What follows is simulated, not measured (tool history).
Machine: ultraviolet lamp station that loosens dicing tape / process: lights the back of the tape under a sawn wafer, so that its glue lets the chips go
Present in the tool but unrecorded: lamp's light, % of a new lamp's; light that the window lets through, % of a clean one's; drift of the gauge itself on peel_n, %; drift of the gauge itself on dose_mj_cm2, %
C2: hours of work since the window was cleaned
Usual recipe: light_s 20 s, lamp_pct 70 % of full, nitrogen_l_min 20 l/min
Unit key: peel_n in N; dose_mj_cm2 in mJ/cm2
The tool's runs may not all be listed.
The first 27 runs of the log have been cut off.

run 28 hour=366.1 | light_s=28 lamp_pct=70 nitrogen_l_min=12 | hours_of_work_of_the_lamp=558 C2=153 | peel_n=1.079 dose_mj_cm2=197
run 29 hour=374.7 | light_s=12 lamp_pct=80 nitrogen_l_min=12 | hours_of_work_of_the_lamp=564 C2=159 | peel_n=3.494 dose_mj_cm2=93
run 30 hour=383.8 | light_s=12 lamp_pct=80 nitrogen_l_min=12 | hours_of_work_of_the_lamp=570 C2=164 | peel_n=3.583 dose_mj_cm2=92
run 31 hour=404.2 | light_s=22 lamp_pct=70 nitrogen_l_min=20 | hours_of_work_of_the_lamp=583 C2=178 | peel_n=1.432 dose_mj_cm2=149
run 32 hour=424.5 | light_s=22 lamp_pct=70 nitrogen_l_min=20 | hours_of_work_of_the_lamp=597 C2=191 | peel_n=1.494 dose_mj_cm2=143
run 33 hour=439.4 | light_s=20 lamp_pct=91 nitrogen_l_min=21 | hours_of_work_of_the_lamp=606 C2=201 | peel_n=1.047 dose_mj_cm2=167
run 34 hour=453.7 | light_s=20 lamp_pct=91 nitrogen_l_min=21 | hours_of_work_of_the_lamp=616 C2=210 | peel_n=1.087 dose_mj_cm2=162
run 35 hour=472.0 | light_s=20 lamp_pct=91 nitrogen_l_min=6 | hours_of_work_of_the_lamp=628 C2=222 | peel_n=2.364 dose_mj_cm2=160
run 36 hour=486.4 | light_s=20 lamp_pct=91 nitrogen_l_min=8 | hours_of_work_of_the_lamp=637 C2=232 | peel_n=2.021 dose_mj_cm2=156

Forecast each of these 5 alternatives for the next run:
run A hour=497.1 | light_s=20 lamp_pct=62 nitrogen_l_min=13 | hours_of_work_of_the_lamp=644 C2=239 | peel_n=? dose_mj_cm2=?
run B hour=497.1 | light_s=32 lamp_pct=74 nitrogen_l_min=13 | hours_of_work_of_the_lamp=644 C2=239 | peel_n=? dose_mj_cm2=?
run C hour=497.1 | light_s=20 lamp_pct=81 nitrogen_l_min=14 | hours_of_work_of_the_lamp=644 C2=239 | peel_n=? dose_mj_cm2=?
run D hour=497.1 | light_s=13 lamp_pct=70 nitrogen_l_min=20 | hours_of_work_of_the_lamp=644 C2=239 | peel_n=? dose_mj_cm2=?
run E hour=497.1 | light_s=27 lamp_pct=93 nitrogen_l_min=27 | hours_of_work_of_the_lamp=644 C2=239 | peel_n=? dose_mj_cm2=?

run=A peel_n=2.940 dose_mj_cm2=106
run=B peel_n=0.922 dose_mj_cm2=204
run=C peel_n=1.809 dose_mj_cm2=137
run=D peel_n=3.534 dose_mj_cm2=79
run=E peel_n=0.467 dose_mj_cm2=216
With the hidden condition removed and each run's random variation left untouched, the same runs would have given:
run=A peel_n=0.821 dose_mj_cm2=214
run=B peel_n=0.156 dose_mj_cm2=410
run=C peel_n=0.365 dose_mj_cm2=279
run=D peel_n=1.193 dose_mj_cm2=158
run=E peel_n=0.100 dose_mj_cm2=434
